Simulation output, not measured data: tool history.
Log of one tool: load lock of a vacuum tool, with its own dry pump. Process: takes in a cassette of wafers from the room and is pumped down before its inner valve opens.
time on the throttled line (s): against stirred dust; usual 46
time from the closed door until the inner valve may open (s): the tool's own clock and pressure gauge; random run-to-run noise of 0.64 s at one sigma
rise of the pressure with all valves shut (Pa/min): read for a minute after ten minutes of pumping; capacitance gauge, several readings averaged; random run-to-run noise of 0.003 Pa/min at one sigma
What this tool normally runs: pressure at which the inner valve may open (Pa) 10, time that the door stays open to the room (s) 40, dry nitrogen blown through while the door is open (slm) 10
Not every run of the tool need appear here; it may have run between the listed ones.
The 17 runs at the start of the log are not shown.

run	day	time on the throttled line (s)	pressure at which the inner valve may open (Pa)	time that the door stays open to the room (s)	dry nitrogen blown through while the door is open (slm)	hours that the pump has run since its overhaul	times that the door has closed on its seal	incoming humidity of the room's air, %	time from the closed door until the inner valve may open (s)	rise of the pressure with all valves shut (Pa/min)
18	157.379	46	10	40	10	11207	17654	44.6	99	0.057
19	165.433	46	10	40	8	11400	18490	48	99.6	0.067
20	172.438	53	9	134	21	11568	19218	42.9	106.4	0.078
21	181.979	50	10	40	28	11797	20209	42.8	101.6	0.056
22	191.417	46	9	40	21	12024	21189	43	100.1	0.07
23	202.825	46	10	207	12	12298	22374	37.9	99	0.092
24	213.654	46	9	207	11	12558	23499	47	100.6	0.104
25	220.117	24	11	129	5	12713	24171	45.4	84.6	0.106
26	230.388	24	11	129	5	12959	25238	44.3	83.7	0.112

What does the tool deliver on the next run?
27	236.204	24	11	129	5	13099	25841	42.8	?	?

Run 27 came out at time from the closed door until the inner valve may open (s) 84.5, rise of the pressure with all valves shut (Pa/min) 0.107.
The same run, on a tool lacking any hidden state, would have yielded time from the closed door until the inner valve may open (s) 77.9, rise of the pressure with all valves shut (Pa/min) 0.036.
